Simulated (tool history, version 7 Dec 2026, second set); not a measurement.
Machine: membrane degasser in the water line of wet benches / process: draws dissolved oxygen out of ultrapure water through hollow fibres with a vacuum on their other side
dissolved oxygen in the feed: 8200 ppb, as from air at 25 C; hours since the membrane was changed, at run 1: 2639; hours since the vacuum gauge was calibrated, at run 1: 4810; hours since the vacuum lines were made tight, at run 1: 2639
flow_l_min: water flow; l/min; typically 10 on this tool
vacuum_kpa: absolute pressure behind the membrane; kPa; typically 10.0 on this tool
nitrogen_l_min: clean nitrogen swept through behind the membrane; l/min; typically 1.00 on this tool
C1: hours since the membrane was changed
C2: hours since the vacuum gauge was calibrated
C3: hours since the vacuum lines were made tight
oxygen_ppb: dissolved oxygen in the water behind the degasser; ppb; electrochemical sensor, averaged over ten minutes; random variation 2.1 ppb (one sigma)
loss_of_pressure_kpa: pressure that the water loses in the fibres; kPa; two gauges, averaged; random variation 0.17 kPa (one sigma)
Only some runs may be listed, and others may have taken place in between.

run 1 hour=0.0 | flow_l_min=10 vacuum_kpa=10.0 nitrogen_l_min=1.00 | C1=2639 C2=4810 C3=2639 | oxygen_ppb=219.5 loss_of_pressure_kpa=33.72
run 2 hour=166.9 | flow_l_min=10 vacuum_kpa=10.0 nitrogen_l_min=1.00 | C1=2806 C2=4977 C3=2806 | oxygen_ppb=217.2 loss_of_pressure_kpa=33.76
run 3 hour=310.4 | flow_l_min=10 vacuum_kpa=10.0 nitrogen_l_min=1.00 | C1=2950 C2=5120 C3=2950 | oxygen_ppb=222.3 loss_of_pressure_kpa=33.83
run 4 hour=504.9 | flow_l_min=10 vacuum_kpa=10.0 nitrogen_l_min=1.00 | C1=3144 C2=5315 C3=3144 | oxygen_ppb=219.1 loss_of_pressure_kpa=33.91
run 5 hour=647.0 | flow_l_min=10 vacuum_kpa=10.0 nitrogen_l_min=1.00 | C1=3286 C2=5457 C3=3286 | oxygen_ppb=222.3 loss_of_pressure_kpa=33.65
run 6 hour=788.1 | flow_l_min=10 vacuum_kpa=10.0 nitrogen_l_min=1.00 | C1=3427 C2=5598 C3=3427 | oxygen_ppb=224.1 loss_of_pressure_kpa=33.94
run 7 hour=967.4 | flow_l_min=10 vacuum_kpa=10.0 nitrogen_l_min=1.00 | C1=3607 C2=5777 C3=3607 | oxygen_ppb=220.8 loss_of_pressure_kpa=33.81
run 8 hour=1116.6 | flow_l_min=10 vacuum_kpa=10.0 nitrogen_l_min=1.00 | C1=3756 C2=5927 C3=3756 | oxygen_ppb=223.3 loss_of_pressure_kpa=33.81
run 9 hour=1242.2 | flow_l_min=7 vacuum_kpa=8.6 nitrogen_l_min=1.75 | C1=3881 C2=6052 C3=3881 | oxygen_ppb=73.3 loss_of_pressure_kpa=23.65
run 10 hour=1370.5 | flow_l_min=11 vacuum_kpa=16.0 nitrogen_l_min=1.00 | C1=4010 C2=6181 C3=4010 | oxygen_ppb=404.6 loss_of_pressure_kpa=37.42
run 11 hour=1518.9 | flow_l_min=10 vacuum_kpa=15.4 nitrogen_l_min=1.49 | C1=4158 C2=6329 C3=4158 | oxygen_ppb=254.4 loss_of_pressure_kpa=33.90
-- hour=1530.9 vacuum gauge calibrated
run 12 hour=1640.6 | flow_l_min=12 vacuum_kpa=20.1 nitrogen_l_min=0.63 | C1=4279 C2=110 C3=4279 | oxygen_ppb=797.8 loss_of_pressure_kpa=40.81
run 13 hour=1813.6 | flow_l_min=12 vacuum_kpa=20.1 nitrogen_l_min=0.63 | C1=4452 C2=283 C3=4452 | oxygen_ppb=769.7 loss_of_pressure_kpa=40.33
-- hour=1976.9 vacuum gauge calibrated, once more
run 14 hour=2049.5 | flow_l_min=10 vacuum_kpa=16.2 nitrogen_l_min=0.69 | C1=4688 C2=73 C3=4688 | oxygen_ppb=476.4 loss_of_pressure_kpa=33.96
run 15 hour=2286.6 | flow_l_min=10 vacuum_kpa=16.2 nitrogen_l_min=0.69 | C1=4925 C2=310 C3=4925 | oxygen_ppb=478.5 loss_of_pressure_kpa=33.90
run 16 hour=2414.1 | flow_l_min=12 vacuum_kpa=10.0 nitrogen_l_min=0.40 | C1=5052 C2=437 C3=5052 | oxygen_ppb=508.0 loss_of_pressure_kpa=40.64

Each row is a separate what-if for the run after 16, all from the same tool condition, not one after another. Results?
run A hour=2620.5 | flow_l_min=13 vacuum_kpa=9.0 nitrogen_l_min=0.44 | C1=5259 C2=644 C3=5259 | oxygen_ppb=? loss_of_pressure_kpa=?
run B hour=2620.5 | flow_l_min=12 vacuum_kpa=12.6 nitrogen_l_min=0.40 | C1=5259 C2=644 C3=5259 | oxygen_ppb=? loss_of_pressure_kpa=?
run C hour=2620.5 | flow_l_min=10 vacuum_kpa=6.1 nitrogen_l_min=1.50 | C1=5259 C2=644 C3=5259 | oxygen_ppb=? loss_of_pressure_kpa=?

run=A oxygen_ppb=475.7 loss_of_pressure_kpa=44.28
run=B oxygen_ppb=660.8 loss_of_pressure_kpa=40.49
run=C oxygen_ppb=106.5 loss_of_pressure_kpa=33.87
Take away the tool's hidden state, keep each run's random variation, and the runs would have read:
run=A oxygen_ppb=464.1 loss_of_pressure_kpa=43.50
run=B oxygen_ppb=648.8 loss_of_pressure_kpa=39.78
run=C oxygen_ppb=100.1 loss_of_pressure_kpa=33.27
